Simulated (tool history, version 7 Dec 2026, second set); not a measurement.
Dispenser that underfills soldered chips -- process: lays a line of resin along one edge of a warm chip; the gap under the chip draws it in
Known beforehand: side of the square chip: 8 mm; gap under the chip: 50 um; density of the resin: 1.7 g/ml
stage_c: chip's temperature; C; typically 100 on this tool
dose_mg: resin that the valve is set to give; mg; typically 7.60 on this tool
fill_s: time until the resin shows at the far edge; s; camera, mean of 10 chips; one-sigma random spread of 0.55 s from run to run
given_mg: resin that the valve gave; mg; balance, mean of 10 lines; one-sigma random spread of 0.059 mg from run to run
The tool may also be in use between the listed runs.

run,hour,stage_c,dose_mg,fill_s,given_mg
1,0.0,100,7.60,48.0,7.13
2,7.0,100,7.60,71.0,7.20
3,11.7,100,7.60,94.5,7.05
# hour 15.1: new syringe of resin
4,18.2,100,7.60,56.2,7.03
# hour 22.5: dispensing valve cleaned and set on the balance
5,24.8,89,7.60,107.6,7.67
6,28.9,100,9.08,98.8,9.13
# hour 31.2: new syringe of resin
7,35.6,100,9.08,58.9,9.06
8,40.0,90,9.08,104.6,8.97
9,43.7,100,7.60,96.3,7.50
# hour 46.4: new syringe of resin
10,52.1,100,7.60,65.7,7.47
11,58.1,100,7.60,94.6,7.50
# hour 61.5: new syringe of resin
12,65.0,105,7.60,48.8,7.43
13,72.8,105,7.60,77.7,7.42
# hour 76.5: new syringe of resin
14,79.0,100,7.60,56.7,7.53
15,86.9,100,7.60,87.8,7.31
# hour 91.9: new syringe of resin
16,94.3,100,7.60,55.0,7.47
17,98.1,100,7.60,69.1,7.34
18,104.7,100,7.60,99.2,7.40
# hour 107.1: new syringe of resin
19,111.3,110,7.37,46.6,7.03
20,116.5,100,9.30,80.1,8.95
21,120.6,100,9.30,102.3,9.06
# hour 121.9: new syringe of resin
22,124.4,100,9.30,53.0,8.91
23,132.2,100,9.30,83.7,8.96
# hour 136.8: new syringe of resin
24,139.2,85,8.31,85.3,7.98
25,142.7,102,7.46,63.4,7.14
26,149.3,107,9.60,76.4,9.21
# hour 151.7: new syringe of resin
27,156.1,96,8.26,69.0,7.79
28,161.4,111,7.29,63.1,6.86
29,166.0,111,7.29,79.9,6.91
# hour 166.7: new syringe of resin
30,172.4,111,7.29,48.8,6.89
31,180.2,111,7.29,77.8,6.89
# hour 181.6: new syringe of resin
32,184.9,92,7.67,76.2,7.15
33,191.7,103,9.60,75.2,8.91
# hour 193.5: dispensing valve cleaned and set on the balance
# hour 197.8: new syringe of resin
34,200.0,90,6.98,75.8,6.98
35,206.8,87,7.60,122.1,7.52

5 ways to go on from here, each from the tool as it stands after run 35. What would each give?
# hour 213.0: new syringe of resin
A,213.2,95,7.60,?,?
# hour 213.0: new syringe of resin
B,213.2,90,7.85,?,?
# hour 213.0: new syringe of resin
C,213.2,94,7.43,?,?
# hour 213.0: new syringe of resin
D,213.2,109,7.90,?,?
# hour 213.0: new syringe of resin
E,213.2,89,9.71,?,?

run,fill_s,given_mg
A,56.8,7.56
B,64.3,7.75
C,58.1,7.41
D,36.6,7.82
E,65.1,9.52
Without the tool's hidden state the same runs would have given:
run,fill_s,given_mg
A,54.9,7.60
B,62.2,7.80
C,56.2,7.46
D,35.4,7.87
E,63.0,9.58

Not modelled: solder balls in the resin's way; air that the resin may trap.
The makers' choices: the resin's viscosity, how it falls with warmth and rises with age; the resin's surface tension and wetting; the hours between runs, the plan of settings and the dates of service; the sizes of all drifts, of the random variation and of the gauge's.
